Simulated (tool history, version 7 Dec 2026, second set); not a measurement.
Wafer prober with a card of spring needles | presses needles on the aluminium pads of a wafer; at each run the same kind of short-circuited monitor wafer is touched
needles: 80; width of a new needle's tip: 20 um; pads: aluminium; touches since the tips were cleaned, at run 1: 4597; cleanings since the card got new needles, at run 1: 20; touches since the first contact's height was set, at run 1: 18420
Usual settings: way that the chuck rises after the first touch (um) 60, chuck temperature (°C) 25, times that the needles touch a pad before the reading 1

run   hour  way that the chuck rises after the first touch (um)  chuck temperature (°C)  times that the needles touch a pad before the reading  touches since the tips were cleaned  cleanings since the card got new needles  touches since the first contact's height was set  resistance of one needle with its contact and lead (mohm)  way that a needle slides on the pad (um)
  1      0                                                   60                      25                                                      1                                 4597                                        20                                             18420                                                        326                                      8.26
  2    6.5                                                   60                      25                                                      1                                 7743                                        20                                             21566                                                        353                                      8.26
       7.1  -- tips cleaned on abrasive film
  3   13.9                                                   60                      25                                                      1                                 3278                                        21                                             25067                                                        310                                      8.26
  4   19.3                                                   60                      25                                                      1                                 5888                                        21                                             27677                                                        341                                      8.24
      23.6  -- tips cleaned on abrasive film
  5   27.6                                                   60                      25                                                      1                                 1944                                        22                                             31635                                                        287                                      8.27
  6     37                                                   60                      25                                                      1                                 6466                                        22                                             36157                                                        346                                      8.26
      40.4  -- tips cleaned on abrasive film
  7   42.6                                                   71                      25                                                      1                                 1045                                        23                                             38824                                                        249                                      9.74
  8   47.2                                                   60                      25                                                      1                                 3254                                        23                                             41033                                                        307                                      8.24
  9   51.8                                                   60                      25                                                      1                                 5488                                        23                                             43267                                                        342                                      8.24
 10     56                                                   60                      25                                                      1                                 7481                                        23                                             45260                                                        347                                      8.24
      57.1  -- tips cleaned on abrasive film
 11   63.1                                                   60                      25                                                      1                                 2861                                        24                                             48647                                                        304                                      8.22
 12   70.7                                                   60                      25                                                      1                                 6555                                        24                                             52341                                                        346                                      8.23
      74.3  -- tips cleaned on abrasive film
 13   78.3                                                   68                      25                                                      1                                 1949                                        25                                             55946                                                        268                                      9.31
 14   85.6                                                   60                      25                                                      2                                 5450                                        25                                             59447                                                        290                                      8.22
 15   90.1                                                   60                      25                                                      2                                 7615                                        25                                             61612                                                        298                                      8.21
      90.9  -- tips cleaned on abrasive film
 16   95.9                                                   60                      25                                                      1                                 2443                                        26                                             64406                                                        297                                       8.2
 17  105.6                                                   60                      25                                                      1                                 7081                                        26                                             69044                                                        350                                      8.19
     107.5  -- tips cleaned on abrasive film
 18  112.8                                                   60                      67                                                      1                                 2534                                        27                                             72478                                                        298                                      8.19
 19  118.6                                                   60                      57                                                      1                                 5334                                        27                                             75278                                                        337                                       8.2
     124.5  -- tips cleaned on abrasive film
 20  127.1                                                   57                      48                                                      1                                 1264                                        28                                             79327                                                        276                                      7.79
       129  -- height of the first contact set anew
 21  133.9                                                   44                      37                                                      1                                 4404                                        28                                              2369                                                        402                                      6.08
     141.5  -- tips cleaned on abrasive film
 22  141.5                                                   76                      41                                                      1                                   32                                        29                                              6008                                                        225                                     10.48
 23  145.5                                                   42                      57                                                      1                                 1926                                        29                                              7902                                                        352                                      5.79
 24  153.9                                                   59                      74                                                      1                                 5978                                        29                                             11954                                                        350                                      8.15
     158.6  -- tips cleaned on abrasive film
 25  159.4                                                   59                      74                                                      1                                  393                                        30                                             14568                                                        247                                      8.14
 26  163.6                                                   59                      74                                                      1                                 2432                                        30                                             16607                                                        299                                      8.14
 27  170.2                                                   75                      45                                                      1                                 5588                                        30                                             19763                                                        300                                     10.34
 28  174.6                                                   75                      45                                                      3                                 7737                                        30                                             21912                                                        258                                     10.36
     175.4  -- tips cleaned on abrasive film
 29    181                                                   75                      45                                                      3                                 2694                                        31                                             24956                                                        240                                     10.33
 30  187.6                                                   75                      45                                                      3                                 5879                                        31                                             28141                                                        247                                     10.35
     192.6  -- tips cleaned on abrasive film
 31  194.3                                                   75                      94                                                      2                                  824                                        32                                             31320                                                        241                                     10.32
 32  200.3                                                   75                      94                                                      2                                 3713                                        32                                             34209                                                        270                                     10.34
 33  207.9                                                   59                      84                                                      1                                 7375                                        32                                             37871                                                        362                                       8.1
     209.2  -- tips cleaned on abrasive film
 34    212                                                   59                      84                                                      1                                 1333                                        33                                             39799                                                        278                                      8.08
 35  219.7                                                   59                      84                                                      1                                 5052                                        33                                             43518                                                        342                                      8.11

Forecast each of these 3 alternatives for the next run:
     226.1  -- tips cleaned on abrasive film
  A  227.9                                                   50                     107                                                      2                                  901                                        34                                             47426                                                          ?                                         ?
     226.1  -- tips cleaned on abrasive film
  B  227.9                                                   48                      56                                                      1                                  901                                        34                                             47426                                                          ?                                         ?
     226.1  -- tips cleaned on abrasive film
  C  227.9                                                   66                      30                                                      1                                  901                                        34                                             47426                                                          ?                                         ?

run  resistance of one needle with its contact and lead (mohm)  way that a needle slides on the pad (um)
  A                                                        261                                      6.87
  B                                                        275                                      6.57
  C                                                        244                                      9.07
Without the tool's hidden state the same runs would have given:
run  resistance of one needle with its contact and lead (mohm)  way that a needle slides on the pad (um)
  A                                                        234                                      6.93
  B                                                        223                                      6.63
  C                                                        213                                      9.12
